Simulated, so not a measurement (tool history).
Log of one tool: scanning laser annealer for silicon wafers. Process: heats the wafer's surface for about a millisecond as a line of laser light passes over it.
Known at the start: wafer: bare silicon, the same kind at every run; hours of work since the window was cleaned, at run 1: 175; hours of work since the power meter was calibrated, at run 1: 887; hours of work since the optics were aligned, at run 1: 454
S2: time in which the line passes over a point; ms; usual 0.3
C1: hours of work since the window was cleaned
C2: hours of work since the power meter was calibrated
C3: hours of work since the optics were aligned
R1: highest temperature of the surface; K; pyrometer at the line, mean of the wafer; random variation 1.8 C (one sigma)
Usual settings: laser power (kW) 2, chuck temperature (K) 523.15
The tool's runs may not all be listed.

{"run": 1, "hour": 0.0, "laser power (kW)": 2, "S2": 0.3, "chuck temperature (K)": 523.15, "C1": 175, "C2": 887, "C3": 454, "R1": 1294.15}
{"run": 2, "hour": 28.4, "laser power (kW)": 2, "S2": 0.3, "chuck temperature (K)": 523.15, "C1": 193, "C2": 905, "C3": 472, "R1": 1292.15}
{"run": 3, "hour": 71.6, "laser power (kW)": 2, "S2": 0.3, "chuck temperature (K)": 523.15, "C1": 221, "C2": 933, "C3": 500, "R1": 1288.15}
{"run": 4, "hour": 112.6, "laser power (kW)": 2, "S2": 0.3, "chuck temperature (K)": 523.15, "C1": 247, "C2": 959, "C3": 526, "R1": 1286.15}
{"run": 5, "hour": 135.1, "laser power (kW)": 1.748, "S2": 0.3, "chuck temperature (K)": 523.15, "C1": 262, "C2": 974, "C3": 541, "R1": 1184.15}
{"run": 6, "hour": 170.0, "laser power (kW)": 1.748, "S2": 0.3, "chuck temperature (K)": 523.15, "C1": 284, "C2": 996, "C3": 563, "R1": 1181.15}
{"run": 7, "hour": 213.6, "laser power (kW)": 1.748, "S2": 0.3, "chuck temperature (K)": 523.15, "C1": 312, "C2": 1024, "C3": 591, "R1": 1177.15}
{"run": 8, "hour": 264.8, "laser power (kW)": 2.165, "S2": 0.3, "chuck temperature (K)": 523.15, "C1": 345, "C2": 1057, "C3": 624, "R1": 1347.15}
{"run": 9, "hour": 309.9, "laser power (kW)": 1.76, "S2": 0.3, "chuck temperature (K)": 523.15, "C1": 374, "C2": 1086, "C3": 653, "R1": 1181.15}
{"run": 10, "hour": 351.3, "laser power (kW)": 1.76, "S2": 0.3, "chuck temperature (K)": 523.15, "C1": 401, "C2": 1113, "C3": 680, "R1": 1176.15}
{"run": 11, "hour": 394.5, "laser power (kW)": 1.76, "S2": 0.3, "chuck temperature (K)": 523.15, "C1": 429, "C2": 1141, "C3": 708, "R1": 1177.15}
{"run": 12, "hour": 418.6, "laser power (kW)": 2, "S2": 0.3, "chuck temperature (K)": 523.15, "C1": 444, "C2": 1156, "C3": 723, "R1": 1272.15}
{"run": 13, "hour": 472.1, "laser power (kW)": 2, "S2": 0.3, "chuck temperature (K)": 523.15, "C1": 479, "C2": 1191, "C3": 758, "R1": 1269.15}
{"run": 14, "hour": 498.9, "laser power (kW)": 2, "S2": 0.3, "chuck temperature (K)": 523.15, "C1": 496, "C2": 1208, "C3": 775, "R1": 1272.15}
{"run": 15, "hour": 540.5, "laser power (kW)": 2, "S2": 0.3, "chuck temperature (K)": 523.15, "C1": 523, "C2": 1235, "C3": 802, "R1": 1269.15}
{"run": 16, "hour": 582.7, "laser power (kW)": 2, "S2": 0.3, "chuck temperature (K)": 523.15, "C1": 550, "C2": 1262, "C3": 829, "R1": 1268.15}
{"run": 17, "hour": 629.8, "laser power (kW)": 2, "S2": 0.3, "chuck temperature (K)": 523.15, "C1": 580, "C2": 1292, "C3": 859, "R1": 1262.15}
{"run": 18, "hour": 668.8, "laser power (kW)": 2, "S2": 0.3, "chuck temperature (K)": 523.15, "C1": 605, "C2": 1317, "C3": 884, "R1": 1264.15}
{"hour": 685.3, "done": "optics aligned, line set to its width"}
{"run": 19, "hour": 725.9, "laser power (kW)": 2, "S2": 0.3, "chuck temperature (K)": 523.15, "C1": 639, "C2": 1351, "C3": 26, "R1": 1268.15}
{"run": 20, "hour": 769.4, "laser power (kW)": 2, "S2": 0.256, "chuck temperature (K)": 523.15, "C1": 667, "C2": 1379, "C3": 54, "R1": 1203.15}
{"hour": 816.9, "done": "window over the wafer cleaned"}
{"run": 21, "hour": 819.3, "laser power (kW)": 2, "S2": 0.256, "chuck temperature (K)": 523.15, "C1": 2, "C2": 1410, "C3": 85, "R1": 1232.15}
{"run": 22, "hour": 848.6, "laser power (kW)": 2.189, "S2": 0.256, "chuck temperature (K)": 524.15, "C1": 20, "C2": 1429, "C3": 104, "R1": 1310.15}
{"run": 23, "hour": 870.4, "laser power (kW)": 1.985, "S2": 0.297, "chuck temperature (K)": 548.15, "C1": 34, "C2": 1443, "C3": 118, "R1": 1314.15}
{"hour": 876.3, "done": "laser's power meter calibrated"}
{"run": 24, "hour": 910.0, "laser power (kW)": 1.985, "S2": 0.297, "chuck temperature (K)": 548.15, "C1": 58, "C2": 22, "C3": 141, "R1": 1309.15}
{"run": 25, "hour": 959.8, "laser power (kW)": 1.985, "S2": 0.297, "chuck temperature (K)": 548.15, "C1": 90, "C2": 54, "C3": 173, "R1": 1307.15}
{"run": 26, "hour": 1000.9, "laser power (kW)": 2.14, "S2": 0.3, "chuck temperature (K)": 523.15, "C1": 117, "C2": 80, "C3": 200, "R1": 1349.15}
{"run": 27, "hour": 1053.7, "laser power (kW)": 2.14, "S2": 0.3, "chuck temperature (K)": 523.15, "C1": 151, "C2": 114, "C3": 234, "R1": 1346.15}
{"run": 28, "hour": 1080.5, "laser power (kW)": 1.971, "S2": 0.378, "chuck temperature (K)": 556.15, "C1": 168, "C2": 131, "C3": 251, "R1": 1413.15}
{"run": 29, "hour": 1125.8, "laser power (kW)": 2.178, "S2": 0.269, "chuck temperature (K)": 552.15, "C1": 197, "C2": 161, "C3": 280, "R1": 1336.15}
{"hour": 1150.6, "done": "laser's power meter calibrated, once more"}
{"run": 30, "hour": 1178.5, "laser power (kW)": 2.178, "S2": 0.269, "chuck temperature (K)": 552.15, "C1": 229, "C2": 18, "C3": 312, "R1": 1347.15}
{"run": 31, "hour": 1218.3, "laser power (kW)": 2, "S2": 0.356, "chuck temperature (K)": 550.15, "C1": 255, "C2": 44, "C3": 338, "R1": 1397.15}
{"run": 32, "hour": 1246.8, "laser power (kW)": 1.94, "S2": 0.295, "chuck temperature (K)": 533.15, "C1": 273, "C2": 62, "C3": 356, "R1": 1268.15}
{"run": 33, "hour": 1296.9, "laser power (kW)": 2.006, "S2": 0.361, "chuck temperature (K)": 563.15, "C1": 305, "C2": 94, "C3": 389, "R1": 1413.15}
{"run": 34, "hour": 1324.6, "laser power (kW)": 2.006, "S2": 0.361, "chuck temperature (K)": 563.15, "C1": 323, "C2": 112, "C3": 406, "R1": 1414.15}
{"run": 35, "hour": 1370.2, "laser power (kW)": 2, "S2": 0.3, "chuck temperature (K)": 541.15, "C1": 352, "C2": 141, "C3": 436, "R1": 1304.15}
{"run": 36, "hour": 1409.3, "laser power (kW)": 2.069, "S2": 0.309, "chuck temperature (K)": 554.15, "C1": 378, "C2": 167, "C3": 461, "R1": 1356.15}
{"run": 37, "hour": 1447.6, "laser power (kW)": 2.069, "S2": 0.239, "chuck temperature (K)": 521.15, "C1": 402, "C2": 191, "C3": 486, "R1": 1211.15}
{"run": 38, "hour": 1499.1, "laser power (kW)": 2.069, "S2": 0.239, "chuck temperature (K)": 521.15, "C1": 435, "C2": 224, "C3": 519, "R1": 1210.15}
{"run": 39, "hour": 1541.0, "laser power (kW)": 2.069, "S2": 0.239, "chuck temperature (K)": 521.15, "C1": 462, "C2": 251, "C3": 546, "R1": 1206.15}
{"run": 40, "hour": 1577.9, "laser power (kW)": 2.069, "S2": 0.239, "chuck temperature (K)": 490.15, "C1": 486, "C2": 275, "C3": 569, "R1": 1177.15}

Hidden state at the last listed run before each entry between runs and at the first one after, where it differs:
Between runs 18 and 19: optics aligned, line set to its width (hour 685.3)
  light that passes the window, % of a clean one's: 95.46 -> 95.22; laser's true power over the reading, %: -1.04 -> -1.05; width of the line over the set one, %: 1.93 -> 0.14
  measured less the result without the state, R1: -55 -> -50 K
Between runs 20 and 21: window over the wafer cleaned (hour 816.9)
  light that passes the window, % of a clean one's: 95.03 -> 99.7; laser's true power over the reading, %: -1.06 -> -1.07; width of the line over the set one, %: 0.19 -> 0.25
  measured less the result without the state, R1: -48 -> -11 K
Between runs 23 and 24: laser's power meter calibrated (hour 876.3)
  light that passes the window, % of a clean one's: 99.47 -> 99.3; laser's true power over the reading, %: -1.09 -> -1.63; width of the line over the set one, %: 0.31 -> 0.35
  measured less the result without the state, R1: -14 -> -21 K
Between runs 29 and 30: laser's power meter calibrated, once more (hour 1150.6)
  light that passes the window, % of a clean one's: 98.31 -> 98.07; laser's true power over the reading, %: -1.69 -> -0.38; width of the line over the set one, %: 0.62 -> 0.68
  measured less the result without the state, R1: -32 -> -23 K
